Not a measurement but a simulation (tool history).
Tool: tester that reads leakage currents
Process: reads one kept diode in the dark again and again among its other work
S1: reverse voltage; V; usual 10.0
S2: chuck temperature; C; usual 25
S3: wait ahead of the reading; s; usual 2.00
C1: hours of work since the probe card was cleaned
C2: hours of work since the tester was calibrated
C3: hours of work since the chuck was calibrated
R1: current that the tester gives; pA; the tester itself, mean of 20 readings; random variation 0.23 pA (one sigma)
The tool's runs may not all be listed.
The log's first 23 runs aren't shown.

run,hour,S1,S2,S3,C1,C2,C3,R1
# hour 1430.1: tester calibrated
24,1449.5,10.0,21,2.00,246,14,124,54.49
25,1509.7,10.0,33,2.00,289,58,168,136.60
26,1566.1,6.1,28,5.12,331,99,209,72.20
27,1611.1,7.0,28,5.12,363,132,242,77.50
28,1678.3,7.0,28,5.12,412,181,291,77.23
29,1762.5,4.7,29,7.33,474,242,352,68.08
30,1831.2,7.8,22,1.01,524,292,402,52.22
31,1867.3,5.4,25,0.84,550,318,428,54.67
32,1944.3,5.4,25,0.84,606,374,484,54.52
33,2026.9,13.7,41,4.87,666,435,545,289.21
34,2072.9,4.3,50,0.43,700,468,578,298.53
35,2116.5,4.0,43,0.76,731,500,610,176.79
36,2170.5,4.0,43,0.76,771,539,649,176.66

Forecast each of these 3 alternatives for the next run:
A,2228.1,6.1,25,3.28,813,581,691,?
B,2228.1,4.0,57,0.76,813,581,691,?
C,2228.1,10.0,57,8.29,813,581,691,?

run,R1
A,56.67
B,456.29
C,735.05
Without the tool's hidden state the same runs would have given:
run,R1
A,56.67
B,456.43
C,735.25

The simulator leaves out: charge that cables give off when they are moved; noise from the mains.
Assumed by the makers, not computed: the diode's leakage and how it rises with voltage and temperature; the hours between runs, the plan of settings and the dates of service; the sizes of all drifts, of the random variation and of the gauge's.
